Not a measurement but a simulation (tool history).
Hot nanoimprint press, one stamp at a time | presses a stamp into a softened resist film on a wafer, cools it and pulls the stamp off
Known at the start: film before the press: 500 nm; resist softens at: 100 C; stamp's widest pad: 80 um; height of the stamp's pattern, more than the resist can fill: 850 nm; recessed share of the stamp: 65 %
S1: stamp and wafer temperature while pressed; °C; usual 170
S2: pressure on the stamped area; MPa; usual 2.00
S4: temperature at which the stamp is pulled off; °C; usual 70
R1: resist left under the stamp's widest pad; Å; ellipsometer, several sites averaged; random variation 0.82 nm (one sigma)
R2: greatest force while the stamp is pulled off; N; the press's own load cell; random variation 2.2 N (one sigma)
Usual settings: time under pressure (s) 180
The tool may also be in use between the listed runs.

Run 1, hour 0.0: usual settings. Result: R1 2754 Å, R2 168 N.
Run 2, hour 27.3: usual settings. Result: R1 2756 Å, R2 170 N.
At hour 44.8: press's hydraulic seals changed and the load cell set to zero.
Run 3, hour 60.7: usual settings. Result: R1 2718 Å, R2 174 N.
Run 4, hour 79.6: usual settings but S1 159 °C. Result: R1 3805 Å, R2 179 N.
Run 5, hour 97.0: usual settings. Result: R1 2704 Å, R2 184 N.
Run 6, hour 116.4: usual settings. Result: R1 2684 Å, R2 177 N.
At hour 147.9: stamp cleaned and given a new release coat.
Run 7, hour 149.6: usual settings. Result: R1 2708 Å, R2 168 N.
Run 8, hour 169.3: usual settings. Result: R1 2694 Å, R2 172 N.
At hour 187.0: plate thermocouple calibrated.
Run 9, hour 206.9: usual settings. Result: R1 2806 Å, R2 173 N.
Run 10, hour 225.4: usual settings. Result: R1 2798 Å, R2 179 N.
Run 11, hour 246.3: usual settings. Result: R1 2810 Å, R2 182 N.
Run 12, hour 276.2: usual settings. Result: R1 2799 Å, R2 184 N.
At hour 291.3: stamp cleaned and given a new release coat.
Run 13, hour 296.4: usual settings. Result: R1 2805 Å, R2 171 N.
Run 14, hour 314.9: usual settings. Result: R1 2786 Å, R2 173 N.
Run 15, hour 329.4: usual settings but S4 58 °C. Result: R1 2800 Å, R2 196 N.
Run 16, hour 362.0: usual settings but S1 168 °C, S2 2.57 MPa, time under pressure (s) 346. Result: R1 2136 Å, R2 176 N.
Run 17, hour 385.0: usual settings but S1 168 °C, S2 1.26 MPa, time under pressure (s) 101. Result: R1 3906 Å, R2 181 N.
Run 18, hour 415.4: usual settings but S1 168 °C, S2 1.26 MPa, time under pressure (s) 101. Result: R1 3910 Å, R2 186 N.
At hour 433.0: stamp cleaned and given a new release coat.
Run 19, hour 455.3: usual settings but S1 160 °C, S2 2.80 MPa, time under pressure (s) 195, S4 72 °C. Result: R1 3395 Å, R2 168 N.
Run 20, hour 469.9: usual settings but S1 160 °C, S2 2.80 MPa, time under pressure (s) 124, S4 72 °C. Result: R1 3768 Å, R2 170 N.
Run 21, hour 485.8: usual settings but S1 172 °C, time under pressure (s) 320. Result: R1 2079 Å, R2 178 N.
Run 22, hour 510.4: usual settings but S1 172 °C, S2 1.31 MPa, time under pressure (s) 332. Result: R1 2427 Å, R2 181 N.
Run 23, hour 526.2: usual settings but S1 178 °C, S2 2.30 MPa, time under pressure (s) 332. Result: R1 1485 Å, R2 178 N.
Run 24, hour 558.6: usual settings but S1 171 °C, time under pressure (s) 113. Result: R1 3101 Å, R2 184 N.
At hour 573.7: stamp cleaned and given a new release coat.
Run 25, hour 589.6: usual settings but S1 179 °C, S2 1.90 MPa, time under pressure (s) 138, S4 68 °C. Result: R1 2258 Å, R2 173 N.
Run 26, hour 624.3: usual settings but S2 1.78 MPa, S4 57 °C. Result: R1 2873 Å, R2 195 N.
Run 27, hour 647.0: usual settings but S2 1.29 MPa, time under pressure (s) 265. Result: R1 2817 Å, R2 178 N.
Run 28, hour 665.4: usual settings but S2 1.29 MPa, time under pressure (s) 265. Result: R1 2814 Å, R2 180 N.
Run 29, hour 689.0: usual settings but S1 162 °C, S2 2.50 MPa, time under pressure (s) 265. Result: R1 2970 Å, R2 181 N.

Forecast each of these 4 alternatives for the next run:
At hour 713.4: stamp cleaned and given a new release coat.
Run A, hour 723.5: usual settings but S1 171 °C, S2 2.50 MPa, time under pressure (s) 268. Result: R1 ?, R2 ?.
At hour 713.4: stamp cleaned and given a new release coat.
Run B, hour 723.5: usual settings but S1 162 °C, S2 2.25 MPa, time under pressure (s) 155, S4 57 °C. Result: R1 ?, R2 ?.
At hour 713.4: stamp cleaned and given a new release coat.
Run C, hour 723.5: usual settings but S1 162 °C, S2 2.50 MPa, time under pressure (s) 265, S4 67 °C. Result: R1 ?, R2 ?.
At hour 713.4: stamp cleaned and given a new release coat.
Run D, hour 723.5: usual settings but S1 161 °C, S2 2.50 MPa, time under pressure (s) 265. Result: R1 ?, R2 ?.

run    R1   R2
  A  2084  167
  B  3567  192
  C  2987  172
  D  3082  169
Without the tool's hidden state the same runs would have given:
run    R1   R2
  A  2115  167
  B  3613  192
  C  3033  172
  D  3129  170

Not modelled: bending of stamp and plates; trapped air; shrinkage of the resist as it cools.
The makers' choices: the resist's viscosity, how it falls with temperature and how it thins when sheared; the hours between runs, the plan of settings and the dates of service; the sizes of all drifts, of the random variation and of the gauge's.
